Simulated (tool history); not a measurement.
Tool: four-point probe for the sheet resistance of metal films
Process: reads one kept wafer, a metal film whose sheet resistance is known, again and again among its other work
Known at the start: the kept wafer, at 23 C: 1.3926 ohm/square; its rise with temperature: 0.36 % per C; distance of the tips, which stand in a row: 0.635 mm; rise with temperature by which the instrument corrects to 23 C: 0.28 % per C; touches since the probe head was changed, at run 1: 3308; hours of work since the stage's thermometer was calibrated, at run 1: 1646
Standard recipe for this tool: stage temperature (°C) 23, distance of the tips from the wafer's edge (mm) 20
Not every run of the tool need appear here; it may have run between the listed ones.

run,day,stage temperature (°C),distance of the tips from the wafer's edge (mm),touches since the probe head was changed,hours of work since the stage's thermometer was calibrated,sheet resistance as the instrument gives it (ohm/square)
1,0.000,23,20,3308,1646,1.394124
2,0.962,23,20,3686,1656,1.394334
3,1.754,23,20,3998,1665,1.394500
4,2.412,23,20,4257,1673,1.394613
5,3.492,30,20,4681,1685,1.401722
6,4.229,30,20,4970,1693,1.401300
7,5.054,34,3,5294,1702,1.438515
8,6.004,27,17,5667,1712,1.399060
9,7.054,31,8,6080,1724,1.406696
10,7.871,31,8,6402,1733,1.406650
11,8.454,18,9,6630,1740,1.391500
12,9.242,18,9,6940,1748,1.391861

Below, some changes in sheet resistance as the instrument gives it (ohm/square) between adjacent runs. For each, the amount present without the hidden state too (settings, incoming material, random variation) and the amount remaining for the hidden state with gauge scatter not shared by both compared results:
The tool's hidden condition here consists of: inner tips' distance over the nominal, %; tips' flats over new ones', %; wafer's true temperature over the reading, C; drift of the gauge itself on sheet_ohm, %.
Run 7 -> 8: stage temperature (°C) 34 -> 27, distance of the tips from the wafer's edge (mm) 3 -> 17. sheet resistance as the instrument gives it (ohm/square) -0.039455: hidden state -0.000088, all else -0.039367.
Run 10 -> 11: stage temperature (°C) 31 -> 18, distance of the tips from the wafer's edge (mm) 8 -> 9. sheet resistance as the instrument gives it (ohm/square) -0.015150: hidden state -0.000131, all else -0.015019.
